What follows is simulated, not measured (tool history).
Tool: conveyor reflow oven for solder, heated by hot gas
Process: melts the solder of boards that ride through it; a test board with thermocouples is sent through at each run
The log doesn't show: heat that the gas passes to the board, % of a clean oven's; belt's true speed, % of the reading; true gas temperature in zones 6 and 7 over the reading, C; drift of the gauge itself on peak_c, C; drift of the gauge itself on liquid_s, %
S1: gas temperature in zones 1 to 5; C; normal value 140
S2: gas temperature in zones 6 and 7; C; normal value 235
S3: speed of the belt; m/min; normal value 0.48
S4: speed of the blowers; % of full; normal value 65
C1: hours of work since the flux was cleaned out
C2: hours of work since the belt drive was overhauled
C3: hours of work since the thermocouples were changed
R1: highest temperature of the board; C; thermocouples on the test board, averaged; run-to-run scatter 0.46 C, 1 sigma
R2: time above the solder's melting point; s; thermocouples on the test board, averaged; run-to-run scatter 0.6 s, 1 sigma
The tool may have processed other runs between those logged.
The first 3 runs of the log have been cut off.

{"run": 4, "day": 1.338, "S1": 140, "S2": 227, "S3": 0.48, "S4": 65, "C1": 103, "C2": 172, "C3": 438, "R1": 209.5, "R2": 50.4}
{"run": 5, "day": 1.808, "S1": 140, "S2": 235, "S3": 0.48, "S4": 57, "C1": 110, "C2": 179, "C3": 445, "R1": 213.6, "R2": 53.4}
{"run": 6, "day": 2.296, "S1": 146, "S2": 235, "S3": 0.48, "S4": 65, "C1": 116, "C2": 185, "C3": 451, "R1": 218.1, "R2": 57.7}
{"run": 7, "day": 2.596, "S1": 146, "S2": 235, "S3": 0.48, "S4": 65, "C1": 120, "C2": 189, "C3": 455, "R1": 217.6, "R2": 60}
{"run": 8, "day": 2.912, "S1": 154, "S2": 235, "S3": 0.48, "S4": 65, "C1": 125, "C2": 194, "C3": 460, "R1": 219.4, "R2": 64.1}
{"run": 9, "day": 3.504, "S1": 154, "S2": 235, "S3": 0.48, "S4": 65, "C1": 133, "C2": 202, "C3": 468, "R1": 219.5, "R2": 64.2}
{"run": 10, "day": 3.792, "S1": 140, "S2": 235, "S3": 0.48, "S4": 65, "C1": 136, "C2": 206, "C3": 471, "R1": 216.7, "R2": 55.3}
{"run": 11, "day": 4.488, "S1": 140, "S2": 235, "S3": 0.465, "S4": 65, "C1": 146, "C2": 215, "C3": 481, "R1": 217.3, "R2": 58.6}
{"run": 12, "day": 4.992, "S1": 140, "S2": 235, "S3": 0.465, "S4": 65, "C1": 153, "C2": 222, "C3": 488, "R1": 217.5, "R2": 60}
{"day": 5.242, "done": "flux residue cleaned out of gas plates and filters"}
{"run": 13, "day": 5.583, "S1": 145, "S2": 235, "S3": 0.48, "S4": 65, "C1": 5, "C2": 227, "C3": 493, "R1": 216.6, "R2": 58}
{"run": 14, "day": 5.925, "S1": 145, "S2": 235, "S3": 0.48, "S4": 65, "C1": 9, "C2": 232, "C3": 497, "R1": 215.5, "R2": 57.1}
{"run": 15, "day": 6.317, "S1": 145, "S2": 235, "S3": 0.48, "S4": 65, "C1": 14, "C2": 237, "C3": 503, "R1": 216.7, "R2": 57.7}
{"run": 16, "day": 6.888, "S1": 145, "S2": 235, "S3": 0.48, "S4": 65, "C1": 22, "C2": 245, "C3": 510, "R1": 216.5, "R2": 56.9}
{"run": 17, "day": 7.233, "S1": 140, "S2": 235, "S3": 0.473, "S4": 62, "C1": 27, "C2": 249, "C3": 515, "R1": 214.8, "R2": 55.4}
{"run": 18, "day": 7.583, "S1": 140, "S2": 235, "S3": 0.473, "S4": 62, "C1": 32, "C2": 254, "C3": 520, "R1": 214.4, "R2": 55.6}

Predict the results of run 19:
{"run": 19, "day": 8.058, "S1": 140, "S2": 235, "S3": 0.449, "S4": 52, "C1": 38, "C2": 260, "C3": 526, "R1": "?", "R2": "?"}

Logged for run 19: R1 212.9 C, R2 56.4 s.
The same run, on a tool lacking any hidden state, would have yielded R1 214.7 C, R2 58.3 s.
